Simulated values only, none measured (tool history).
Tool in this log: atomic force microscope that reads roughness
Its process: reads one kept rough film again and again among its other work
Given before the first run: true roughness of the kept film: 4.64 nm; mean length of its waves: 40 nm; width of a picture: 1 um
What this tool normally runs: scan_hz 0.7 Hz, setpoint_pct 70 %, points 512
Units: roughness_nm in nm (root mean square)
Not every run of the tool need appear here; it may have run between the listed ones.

run   hour  scan_hz  setpoint_pct  points  roughness_nm
  1      0      0.7            70     512          3.48
  2   20.3      0.7            70     512         3.422
      41.5  -- new tip fitted
  3   51.3     0.51            70     512         3.984
  4     79      0.7            70     353         3.771
  5   95.8    3.206            70     512         3.292
  6  111.9    3.206            70     512         3.225
  7  141.3    3.206            70     512         3.137
  8  171.4    3.206            70     512         3.006
  9    189      0.7            70     270         3.304
     195.9  -- new tip fitted
 10  214.8    2.288            70     351         3.571
 11  240.5    2.288            70     351         3.508
 12  255.5    2.288            70     351         3.412
 13  283.5    1.514            64     512         3.501
 14  298.4    1.514            64     512         3.425
 15  322.6    1.677            76     724         3.126
 16  335.5    0.761            72     369          3.32
     349.7  -- new tip fitted
 17  363.1    1.115            82     849         3.622
 18  390.6    0.642            60     353         3.788

Here are 4 independent what-if runs from the current tool condition. What would each one return?
  A  410.9      0.7            59    1013             ?
  B  410.9    1.013            60     366             ?
  C  410.9    0.557            66     274             ?
  D  410.9    2.127            90     425             ?

run  roughness_nm
  A         3.731
  B         3.677
  C          3.68
  D         2.883
What these runs would have given with no unlogged condition in the tool:
run  roughness_nm
  A         4.092
  B         4.033
  C         4.037
  D         3.162

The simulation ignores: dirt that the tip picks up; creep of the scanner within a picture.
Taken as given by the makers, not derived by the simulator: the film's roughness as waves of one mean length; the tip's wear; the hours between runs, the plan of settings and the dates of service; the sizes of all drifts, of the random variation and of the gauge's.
